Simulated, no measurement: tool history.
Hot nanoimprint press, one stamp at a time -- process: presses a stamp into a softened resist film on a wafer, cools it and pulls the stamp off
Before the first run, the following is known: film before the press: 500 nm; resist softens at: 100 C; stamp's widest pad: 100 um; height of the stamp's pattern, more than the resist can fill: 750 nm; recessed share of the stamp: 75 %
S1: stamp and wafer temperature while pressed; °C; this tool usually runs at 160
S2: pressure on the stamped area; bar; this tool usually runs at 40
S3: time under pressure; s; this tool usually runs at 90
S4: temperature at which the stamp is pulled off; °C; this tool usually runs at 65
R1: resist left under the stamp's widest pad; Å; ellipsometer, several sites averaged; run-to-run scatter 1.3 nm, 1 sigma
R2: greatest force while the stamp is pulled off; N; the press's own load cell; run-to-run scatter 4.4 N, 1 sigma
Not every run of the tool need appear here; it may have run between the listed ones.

run	hour	S1	S2	S3	S4	R1	R2
1	0	160	40	90	65	2082	211
2	27.9	160	40	90	65	2080	219
3	73.3	160	40	90	65	2060	211
4	114.3	160	40	90	65	2057	219
5	146.7	160	40	90	65	2089	214
6	189.4	160	40	90	65	2085	208
7	232.9	160	40	90	65	2056	219
8	280.5	160	40	90	65	2073	224
9	310.3	160	40	90	65	2083	212
10	356.8	160	40	90	65	2069	216
11	398.1	160	45.7	90	66	1956	216
12	427.1	154	40	78	67	3180	205
13	459.7	161	59.8	90	65	1625	219
14	486.7	162	37.4	137	73	1570	194
15	521.2	162	37.4	137	73	1578	196
16	548.2	160	40	88	57	2105	240
17	593.6	160	40	88	57	2097	239
18	615.1	150	61.7	77	59	3449	239
19	662.2	150	61.7	77	59	3413	235
20	689.3	160	40	50	65	2596	221

Missing from the log above: 2 entries noted between runs. For each, name the pair of listed runs it sits between and say how the tool's hidden condition differs from the listed run just before to the listed run just after:
Between runs 7 and 8: plate thermocouple calibrated (hour 254.3)
  true temperature over the reading, C: -0.03 -> -0.01; grip of the stamp's worn release coat, % over a new coat's: 0.9 -> 1
Between runs 11 and 12: stamp cleaned and given a new release coat (hour 415.4)
  grip of the stamp's worn release coat, % over a new coat's: 1.3 -> 0
